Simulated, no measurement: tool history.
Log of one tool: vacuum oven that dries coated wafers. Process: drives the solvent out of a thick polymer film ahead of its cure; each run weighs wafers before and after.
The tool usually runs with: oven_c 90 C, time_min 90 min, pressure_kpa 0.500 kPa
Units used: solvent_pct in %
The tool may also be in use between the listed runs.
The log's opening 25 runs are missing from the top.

{"run": 26, "hour": 242.9, "oven_c": 102, "time_min": 90, "pressure_kpa": 0.497, "solvent_pct": 0.65}
{"run": 27, "hour": 251.4, "oven_c": 93, "time_min": 75, "pressure_kpa": 0.5, "solvent_pct": 2.53}
{"run": 28, "hour": 264.7, "oven_c": 90, "time_min": 142, "pressure_kpa": 0.852, "solvent_pct": 1.55}
{"run": 29, "hour": 272.2, "oven_c": 82, "time_min": 117, "pressure_kpa": 0.381, "solvent_pct": 3.25}
{"run": 30, "hour": 280.7, "oven_c": 82, "time_min": 117, "pressure_kpa": 0.381, "solvent_pct": 3.34}
{"run": 31, "hour": 290.2, "oven_c": 79, "time_min": 112, "pressure_kpa": 1.043, "solvent_pct": 5.38}
{"run": 32, "hour": 299.2, "oven_c": 87, "time_min": 58, "pressure_kpa": 1.711, "solvent_pct": 6.41}
{"run": 33, "hour": 312.6, "oven_c": 87, "time_min": 58, "pressure_kpa": 1.711, "solvent_pct": 6.53}
{"run": 34, "hour": 320.3, "oven_c": 77, "time_min": 60, "pressure_kpa": 0.901, "solvent_pct": 8.91}
{"run": 35, "hour": 334.2, "oven_c": 77, "time_min": 60, "pressure_kpa": 0.901, "solvent_pct": 8.6}
{"run": 36, "hour": 340.8, "oven_c": 77, "time_min": 60, "pressure_kpa": 1.744, "solvent_pct": 9.75}
{"run": 37, "hour": 349.1, "oven_c": 77, "time_min": 60, "pressure_kpa": 1.744, "solvent_pct": 9.76}
{"run": 38, "hour": 360.8, "oven_c": 77, "time_min": 138, "pressure_kpa": 0.422, "solvent_pct": 4.05}
{"run": 39, "hour": 375.8, "oven_c": 77, "time_min": 53, "pressure_kpa": 0.282, "solvent_pct": 8.85}
{"run": 40, "hour": 387.2, "oven_c": 98, "time_min": 90, "pressure_kpa": 0.5, "solvent_pct": 1.1}
{"run": 41, "hour": 395.6, "oven_c": 76, "time_min": 90, "pressure_kpa": 0.5, "solvent_pct": 6.61}
{"run": 42, "hour": 409.1, "oven_c": 76, "time_min": 46, "pressure_kpa": 0.423, "solvent_pct": 9.89}
{"run": 43, "hour": 421.7, "oven_c": 105, "time_min": 63, "pressure_kpa": 0.423, "solvent_pct": 0.85}
{"run": 44, "hour": 427.9, "oven_c": 105, "time_min": 63, "pressure_kpa": 0.423, "solvent_pct": 0.92}
{"run": 45, "hour": 439.8, "oven_c": 81, "time_min": 129, "pressure_kpa": 0.423, "solvent_pct": 3.2}

5 ways to go on from here, each from the tool as it stands after run 45. What would each give?
{"run": "A", "hour": 450.2, "oven_c": 81, "time_min": 129, "pressure_kpa": 0.925, "solvent_pct": "?"}
{"run": "B", "hour": 450.2, "oven_c": 88, "time_min": 91, "pressure_kpa": 0.374, "solvent_pct": "?"}
{"run": "C", "hour": 450.2, "oven_c": 86, "time_min": 129, "pressure_kpa": 0.423, "solvent_pct": "?"}
{"run": "D", "hour": 450.2, "oven_c": 90, "time_min": 119, "pressure_kpa": 0.416, "solvent_pct": "?"}
{"run": "E", "hour": 450.2, "oven_c": 81, "time_min": 62, "pressure_kpa": 1.004, "solvent_pct": "?"}

run=A solvent_pct=3.81
run=B solvent_pct=2.82
run=C solvent_pct=2.04
run=D solvent_pct=1.53
run=E solvent_pct=7.40
Stripped of hidden state, with their random variation kept, the same runs would have yielded:
run=A solvent_pct=3.80
run=B solvent_pct=2.82
run=C solvent_pct=2.02
run=D solvent_pct=1.50
run=E solvent_pct=7.42

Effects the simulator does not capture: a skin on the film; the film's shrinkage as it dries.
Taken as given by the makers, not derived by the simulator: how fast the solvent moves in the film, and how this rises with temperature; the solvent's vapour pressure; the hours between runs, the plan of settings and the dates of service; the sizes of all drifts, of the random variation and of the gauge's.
